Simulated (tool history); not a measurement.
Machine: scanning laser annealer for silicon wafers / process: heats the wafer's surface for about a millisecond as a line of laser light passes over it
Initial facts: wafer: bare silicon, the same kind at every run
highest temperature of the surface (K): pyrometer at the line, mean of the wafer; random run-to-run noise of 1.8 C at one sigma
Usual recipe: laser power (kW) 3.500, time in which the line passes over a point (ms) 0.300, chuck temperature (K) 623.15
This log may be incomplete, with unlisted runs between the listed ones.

run	hour	laser power (kW)	time in which the line passes over a point (ms)	chuck temperature (K)	highest temperature of the surface (K)
1	0.0	3.500	0.300	623.15	1427.15
2	8.3	3.500	0.300	644.15	1448.15
3	17.4	3.500	0.300	623.15	1430.15
4	26.6	3.500	0.300	623.15	1424.15
5	32.8	3.500	0.300	623.15	1427.15
6	39.0	3.500	0.300	623.15	1424.15
7	46.2	3.500	0.254	623.15	1370.15
8	50.9	3.500	0.254	623.15	1370.15
9	56.0	3.500	0.254	623.15	1369.15
# hour 67.4: optics aligned, line set to its width
10	67.4	3.500	0.254	623.15	1375.15
11	72.2	3.500	0.254	623.15	1375.15
12	79.3	3.500	0.254	645.15	1393.15
13	86.4	3.500	0.254	645.15	1395.15
14	94.6	3.500	0.254	645.15	1396.15
15	99.7	3.500	0.254	596.15	1347.15
16	106.8	3.500	0.273	623.15	1397.15
17	113.8	3.500	0.319	623.15	1447.15
18	122.4	3.500	0.319	623.15	1451.15
19	127.7	3.500	0.300	623.15	1431.15
20	134.8	3.500	0.300	623.15	1427.15
21	144.0	3.500	0.300	623.15	1427.15
22	149.0	3.154	0.298	585.15	1315.15
23	156.7	3.154	0.298	585.15	1313.15
24	160.8	3.035	0.253	608.15	1264.15
# hour 164.3: laser's power meter calibrated
25	171.6	3.730	0.239	600.15	1370.15
26	179.3	3.730	0.239	600.15	1369.15
27	186.7	3.730	0.374	625.15	1555.15
28	190.6	3.500	0.300	611.15	1411.15
29	199.9	3.230	0.300	623.15	1364.15
30	205.8	3.230	0.300	623.15	1365.15
31	210.5	3.500	0.370	602.15	1477.15
32	217.6	3.575	0.300	603.15	1418.15
# hour 221.8: laser's power meter calibrated, once more
33	225.9	3.575	0.300	603.15	1421.15
34	232.3	3.390	0.257	609.15	1343.15
35	236.8	3.390	0.257	609.15	1340.15
36	240.8	3.390	0.257	595.15	1328.15
37	249.1	3.500	0.364	623.15	1494.15
38	258.1	3.650	0.237	655.15	1409.15
39	263.1	3.650	0.237	655.15	1411.15
40	268.2	3.650	0.237	655.15	1411.15

Forecast each of these 3 alternatives for the next run:
A	275.1	3.041	0.237	655.15	?
B	275.1	3.500	0.236	662.15	?
C	275.1	3.442	0.316	655.15	?

run	highest temperature of the surface (K)
A	1293.15
B	1388.15
C	1464.15
Without the tool's unlogged condition, the same runs would have read:
run	highest temperature of the surface (K)
A	1316.15
B	1413.15
C	1493.15

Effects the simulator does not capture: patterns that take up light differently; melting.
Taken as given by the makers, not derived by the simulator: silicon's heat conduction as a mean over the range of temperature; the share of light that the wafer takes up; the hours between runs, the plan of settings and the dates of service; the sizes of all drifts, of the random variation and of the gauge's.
